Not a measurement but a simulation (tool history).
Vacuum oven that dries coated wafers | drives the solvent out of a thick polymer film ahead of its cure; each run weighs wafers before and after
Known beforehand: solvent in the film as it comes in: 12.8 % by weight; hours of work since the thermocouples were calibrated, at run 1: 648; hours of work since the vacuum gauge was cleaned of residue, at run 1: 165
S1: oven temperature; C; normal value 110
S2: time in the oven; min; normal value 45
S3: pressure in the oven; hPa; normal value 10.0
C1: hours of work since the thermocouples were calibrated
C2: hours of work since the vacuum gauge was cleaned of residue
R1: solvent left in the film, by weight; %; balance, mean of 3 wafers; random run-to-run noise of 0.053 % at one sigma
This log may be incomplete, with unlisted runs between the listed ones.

run,day,S1,S2,S3,C1,C2,R1
1,0.000,110,45,10.0,648,165,2.56
2,0.812,100,45,10.0,661,178,4.26
3,1.242,100,29,10.0,668,185,5.74
4,1.717,100,29,10.0,675,192,5.86
5,2.450,125,45,10.0,687,203,0.95
# day 2.888: oven's thermocouples calibrated
6,3.262,125,45,10.0,6,215,0.93
7,3.696,110,45,15.8,13,221,2.86
8,4.250,110,45,15.8,21,230,2.94
9,4.821,110,45,12.6,30,239,2.72
10,5.308,105,45,12.6,38,246,3.50
11,5.692,110,76,10.0,44,252,1.27
12,6.458,110,76,10.0,55,264,1.15
13,6.812,110,45,23.6,61,270,3.00
14,7.375,101,45,30.5,70,279,4.78
15,8.025,96,25,30.5,80,289,7.42
16,8.662,110,38,27.5,90,299,3.75
17,9.479,125,23,10.2,102,311,2.92
18,10.292,125,23,10.2,115,324,2.89
19,10.896,110,33,23.1,124,333,4.25
20,11.250,113,51,29.6,130,339,2.40
21,11.604,113,51,29.6,135,344,2.42
22,12.212,101,31,6.8,145,354,5.32
23,12.804,103,35,12.0,154,363,4.74
24,13.329,119,35,5.9,162,371,2.16
25,13.875,102,45,13.2,171,379,4.05

What if the next run were any one of these 4? Each begins from the tool's condition after run 25:
A,14.450,122,30,10.0,179,388,?
B,14.450,110,33,25.3,179,388,?
C,14.450,117,33,10.2,179,388,?
D,14.450,108,45,13.2,179,388,?

run,R1
A,2.34
B,4.30
C,2.70
D,3.10
Take away the tool's hidden state, keep each run's random variation, and the runs would have read:
run,R1
A,2.34
B,4.29
C,2.69
D,3.10

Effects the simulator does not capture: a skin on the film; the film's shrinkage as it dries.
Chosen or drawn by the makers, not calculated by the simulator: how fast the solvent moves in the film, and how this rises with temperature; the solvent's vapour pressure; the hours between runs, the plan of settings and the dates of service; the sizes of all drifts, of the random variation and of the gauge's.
